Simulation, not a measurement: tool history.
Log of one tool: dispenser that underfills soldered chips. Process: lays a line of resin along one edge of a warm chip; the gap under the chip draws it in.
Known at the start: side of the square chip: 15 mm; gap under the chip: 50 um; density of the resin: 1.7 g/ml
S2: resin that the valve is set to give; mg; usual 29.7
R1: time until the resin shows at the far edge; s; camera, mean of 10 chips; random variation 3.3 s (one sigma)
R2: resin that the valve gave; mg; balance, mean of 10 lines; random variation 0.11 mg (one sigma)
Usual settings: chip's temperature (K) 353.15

run 1 hour=0 | chip's_temperature_(K)=353.15 S2=29.7 | R1=536.5 R2=28.56
run 2 hour=4.1 | chip's_temperature_(K)=353.15 S2=29.7 | R1=653.5 R2=28.36
-- hour=5.1 new syringe of resin
run 3 hour=6.7 | chip's_temperature_(K)=353.15 S2=29.7 | R1=362.8 R2=28.32
run 4 hour=12 | chip's_temperature_(K)=341.15 S2=29.7 | R1=683.6 R2=28.16
-- hour=16.6 dispensing valve cleaned and set on the balance
run 5 hour=17.9 | chip's_temperature_(K)=353.15 S2=28.6 | R1=586.8 R2=28.54
-- hour=21.3 new syringe of resin
run 6 hour=21.5 | chip's_temperature_(K)=356.15 S2=29.7 | R1=308.1 R2=29.49
run 7 hour=26.4 | chip's_temperature_(K)=356.15 S2=29.7 | R1=386.1 R2=29.39
run 8 hour=30.6 | chip's_temperature_(K)=356.15 S2=29.7 | R1=473.4 R2=29.4
run 9 hour=33.2 | chip's_temperature_(K)=356.15 S2=29.7 | R1=529.7 R2=29.37
-- hour=36.4 new syringe of resin
run 10 hour=37.3 | chip's_temperature_(K)=356.15 S2=29.7 | R1=320.5 R2=29.37
run 11 hour=41.2 | chip's_temperature_(K)=356.15 S2=29.7 | R1=378.5 R2=29.33
run 12 hour=46.3 | chip's_temperature_(K)=356.15 S2=35.6 | R1=478.5 R2=34.8
run 13 hour=49.6 | chip's_temperature_(K)=353.15 S2=29.7 | R1=631.9 R2=29.21
-- hour=51.6 new syringe of resin
run 14 hour=53.6 | chip's_temperature_(K)=353.15 S2=29.7 | R1=368 R2=29.17
run 15 hour=58.9 | chip's_temperature_(K)=341.15 S2=29.7 | R1=709.1 R2=28.93
run 16 hour=63.5 | chip's_temperature_(K)=353.15 S2=36.1 | R1=577.7 R2=35.04
-- hour=66.9 new syringe of resin
run 17 hour=68.2 | chip's_temperature_(K)=353.15 S2=29.7 | R1=359.7 R2=28.9
run 18 hour=73 | chip's_temperature_(K)=353.15 S2=29.7 | R1=452.9 R2=28.93
run 19 hour=76.5 | chip's_temperature_(K)=353.15 S2=29.7 | R1=528.7 R2=28.74
run 20 hour=79.9 | chip's_temperature_(K)=353.15 S2=29.7 | R1=624.3 R2=28.71
-- hour=81.8 new syringe of resin
run 21 hour=82.6 | chip's_temperature_(K)=348.15 S2=29.7 | R1=413.9 R2=28.62
run 22 hour=86.7 | chip's_temperature_(K)=358.15 S2=32.8 | R1=358.1 R2=31.52
run 23 hour=89.7 | chip's_temperature_(K)=358.15 S2=32.8 | R1=413.9 R2=31.48
run 24 hour=94.7 | chip's_temperature_(K)=350.15 S2=33 | R1=673.1 R2=31.5
-- hour=96.9 new syringe of resin
run 25 hour=97.6 | chip's_temperature_(K)=350.15 S2=33 | R1=380 R2=31.54
run 26 hour=102.4 | chip's_temperature_(K)=353.15 S2=35.8 | R1=430 R2=34.21
run 27 hour=106.7 | chip's_temperature_(K)=358.15 S2=26.8 | R1=477.8 R2=25.43
-- hour=110.2 dispensing valve cleaned and set on the balance
run 28 hour=111.7 | chip's_temperature_(K)=360.15 S2=26.8 | R1=531.7 R2=26.96
-- hour=113.1 new syringe of resin
run 29 hour=115.5 | chip's_temperature_(K)=346.15 S2=30.8 | R1=488 R2=30.58
run 30 hour=119.8 | chip's_temperature_(K)=346.15 S2=33.5 | R1=581.3 R2=33.37
run 31 hour=125.1 | chip's_temperature_(K)=351.15 S2=31 | R1=643.4 R2=30.9
run 32 hour=127.6 | chip's_temperature_(K)=341.15 S2=27.4 | R1=1030.4 R2=27.3
-- hour=128.4 new syringe of resin
run 33 hour=132 | chip's_temperature_(K)=362.15 S2=38.4 | R1=289.8 R2=37.89
run 34 hour=135.5 | chip's_temperature_(K)=343.15 S2=33.7 | R1=636.9 R2=33.08
run 35 hour=140.1 | chip's_temperature_(K)=355.15 S2=32 | R1=526.8 R2=31.42

Forecast each of these 3 alternatives for the next run:
-- hour=143.4 new syringe of resin
run A hour=145.3 | chip's_temperature_(K)=355.15 S2=25.9 | R1=? R2=?
-- hour=143.4 new syringe of resin
run B hour=145.3 | chip's_temperature_(K)=364.15 S2=29.7 | R1=? R2=?
-- hour=143.4 new syringe of resin
run C hour=145.3 | chip's_temperature_(K)=366.15 S2=29.7 | R1=? R2=?

run=A R1=360.4 R2=25.49
run=B R1=271.2 R2=29.08
run=C R1=250.8 R2=29.16
Without the tool's hidden state the same runs would have given:
run=A R1=311.6 R2=25.98
run=B R1=235.5 R2=29.64
run=C R1=217.9 R2=29.72
